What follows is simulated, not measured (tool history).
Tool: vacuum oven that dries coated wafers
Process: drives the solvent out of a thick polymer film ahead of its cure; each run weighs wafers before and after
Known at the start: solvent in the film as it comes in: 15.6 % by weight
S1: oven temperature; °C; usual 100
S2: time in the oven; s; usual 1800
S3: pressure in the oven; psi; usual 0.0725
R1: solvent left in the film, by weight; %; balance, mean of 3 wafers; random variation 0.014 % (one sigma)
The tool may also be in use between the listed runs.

{"run": 1, "hour": 0.0, "S1": 100, "S2": 1800, "S3": 0.0725, "R1": 1.21}
{"run": 2, "hour": 53.4, "S1": 100, "S2": 1800, "S3": 0.0725, "R1": 1.23}
{"run": 3, "hour": 87.2, "S1": 111, "S2": 1800, "S3": 0.0725, "R1": 0.26}
{"run": 4, "hour": 137.8, "S1": 100, "S2": 1500, "S3": 0.0725, "R1": 1.73}
{"run": 5, "hour": 184.6, "S1": 87, "S2": 1800, "S3": 0.0725, "R1": 4.28}
{"run": 6, "hour": 209.3, "S1": 87, "S2": 1800, "S3": 0.0725, "R1": 4.3}
{"run": 7, "hour": 249.4, "S1": 87, "S2": 1800, "S3": 0.0725, "R1": 4.31}
{"run": 8, "hour": 273.2, "S1": 92, "S2": 1800, "S3": 0.0725, "R1": 2.9}
{"run": 9, "hour": 331.6, "S1": 92, "S2": 1800, "S3": 0.0725, "R1": 2.93}
{"run": 10, "hour": 357.1, "S1": 92, "S2": 1800, "S3": 0.0725, "R1": 2.94}
{"run": 11, "hour": 382.2, "S1": 100, "S2": 1800, "S3": 0.06, "R1": 1.23}
{"run": 12, "hour": 406.0, "S1": 100, "S2": 1800, "S3": 0.0725, "R1": 1.23}
{"run": 13, "hour": 433.8, "S1": 100, "S2": 1800, "S3": 0.0725, "R1": 1.27}
{"run": 14, "hour": 478.2, "S1": 100, "S2": 1800, "S3": 0.0725, "R1": 1.27}
{"hour": 496.2, "done": "vacuum gauge cleaned of residue and calibrated"}
{"run": 15, "hour": 515.5, "S1": 88, "S2": 1800, "S3": 0.0725, "R1": 3.91}
{"run": 16, "hour": 546.8, "S1": 88, "S2": 1800, "S3": 0.0725, "R1": 3.88}
{"run": 17, "hour": 591.4, "S1": 88, "S2": 1800, "S3": 0.2416, "R1": 4.21}
{"hour": 599.5, "done": "oven's thermocouples calibrated"}
{"run": 18, "hour": 627.5, "S1": 88, "S2": 1800, "S3": 0.2416, "R1": 3.93}

The next listed run, before its measurement:
{"run": 19, "hour": 679.1, "S1": 100, "S2": 1800, "S3": 0.0994, "R1": "?"}

{"run 19": {"R1": 1.03}}
Without the tool's hidden state the same run would have given R1 1.00 %.
